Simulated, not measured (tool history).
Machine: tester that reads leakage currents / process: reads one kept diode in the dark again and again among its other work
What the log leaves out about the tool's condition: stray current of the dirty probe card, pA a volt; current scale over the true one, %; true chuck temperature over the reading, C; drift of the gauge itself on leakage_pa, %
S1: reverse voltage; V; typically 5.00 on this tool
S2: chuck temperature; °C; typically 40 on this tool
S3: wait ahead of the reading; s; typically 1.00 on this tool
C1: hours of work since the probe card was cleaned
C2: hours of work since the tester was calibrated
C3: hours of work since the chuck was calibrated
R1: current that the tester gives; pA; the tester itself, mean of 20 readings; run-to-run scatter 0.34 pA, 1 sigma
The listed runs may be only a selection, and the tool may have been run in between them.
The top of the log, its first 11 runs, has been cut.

run	hour	S1	S2	S3	C1	C2	C3	R1
12	393.0	5.00	36	1.00	1259	344	676	89.52
13	428.9	5.00	36	1.00	1279	364	696	90.36
14	467.3	5.00	27	1.00	1301	386	718	47.16
15	495.2	5.00	40	1.00	1316	401	733	119.65
16	527.4	5.00	40	1.00	1334	420	752	119.64
17	582.2	5.00	40	1.00	1365	450	782	119.96
18	616.5	5.00	40	1.00	1385	470	802	119.94
19	670.2	11.40	40	1.00	1415	500	832	180.39
20	696.8	11.40	22	1.00	1430	515	847	52.04
21	750.1	6.08	26	1.00	1460	545	877	49.34
22	798.4	5.00	25	1.00	1487	572	904	41.60
23	852.6	9.79	40	0.95	1517	603	935	167.65
24	893.1	1.04	40	3.31	1540	625	957	57.77
25	943.3	1.22	42	1.87	1569	654	986	71.44
26	988.1	1.22	42	1.87	1594	679	1011	71.77
27	1021.0	1.22	42	1.87	1612	697	1029	71.94
28	1051.1	5.00	40	8.52	1629	714	1046	121.29
29	1087.9	1.90	39	1.00	1650	735	1067	71.81
# hour 1093.9: probe card cleaned and baked
30	1113.7	4.42	40	0.84	11	748	1080	112.38
31	1160.8	5.00	43	4.25	38	774	1106	146.75
32	1201.5	5.50	31	2.30	61	797	1129	63.99
33	1245.5	5.00	25	1.00	85	822	1154	38.90
34	1286.5	5.39	36	1.35	108	845	1177	93.19

Forecast each of these 5 alternatives for the next run:
A	1336.6	4.68	36	1.35	137	873	1205	?
B	1336.6	6.15	55	1.35	137	873	1205	?
C	1336.6	3.07	56	0.51	137	873	1205	?
D	1336.6	5.18	36	0.53	137	873	1205	?
E	1336.6	5.39	21	1.24	137	873	1205	?

run	R1
A	87.46
B	368.73
C	284.69
D	91.93
E	29.68
Take away the tool's hidden state, keep each run's random variation, and the runs would have read:
run	R1
A	81.24
B	346.22
C	267.56
D	85.41
E	27.13
